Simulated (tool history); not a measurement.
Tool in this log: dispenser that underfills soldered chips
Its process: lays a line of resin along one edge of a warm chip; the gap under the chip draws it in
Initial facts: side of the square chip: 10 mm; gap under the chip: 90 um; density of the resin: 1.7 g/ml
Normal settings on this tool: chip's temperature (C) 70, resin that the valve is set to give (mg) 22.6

run	hour	chip's temperature (C)	resin that the valve is set to give (mg)	time until the resin shows at the far edge (s)	resin that the valve gave (mg)
1	0	70	22.6	80.5	22.39
2	4.8	70	22.6	102.4	22.17
# hour 12.6: new syringe of resin
3	13.5	70	22.6	68.6	22.17
4	18.5	79	22.6	58.7	22.13
5	26.7	79	22.6	90.3	22.07
# hour 29.2: new syringe of resin
6	31.8	70	22.6	77.3	21.88
7	39.7	70	20.9	119.4	20.09
8	44.6	70	20.9	154.2	20.03
# hour 45.6: new syringe of resin
9	52.9	58	22.6	180.7	21.75
10	56.4	58	22.6	215.8	21.59
# hour 62.3: new syringe of resin
11	63.5	58	22.6	131.4	21.6
12	67.1	58	22.6	156	21.4
13	75	70	20.3	135.4	19.3
# hour 78.9: new syringe of resin
14	78.9	70	20.6	69.5	19.43
15	82.7	70	20.6	85.2	19.55
16	88.1	70	22.6	110.4	21.12
# hour 95.2: new syringe of resin
17	96.2	70	27.3	70.3	25.79
18	102.6	70	19.7	104	18.43
19	107.9	70	19.7	140.9	18.24
# hour 111.4: new syringe of resin
20	111.9	70	19.7	73.6	18.13
21	118.4	70	19.7	104.3	18.22
22	126.2	70	28.8	146.5	26.35
# hour 127.6: new syringe of resin
23	134.5	69	19.6	112.9	17.8
24	140.2	57	21.3	266.3	19.16

Estimate the outcome of run 25 from the log above:
# hour 144.1: new syringe of resin
25	144.7	64	20.1	?	?

Run 25 yielded time until the resin shows at the far edge (s) 101.3, resin that the valve gave (mg) 18.21.
With the hidden condition absent and the run-to-run variation left alone, this run would have shown time until the resin shows at the far edge (s) 86.5, resin that the valve gave (mg) 20.1.
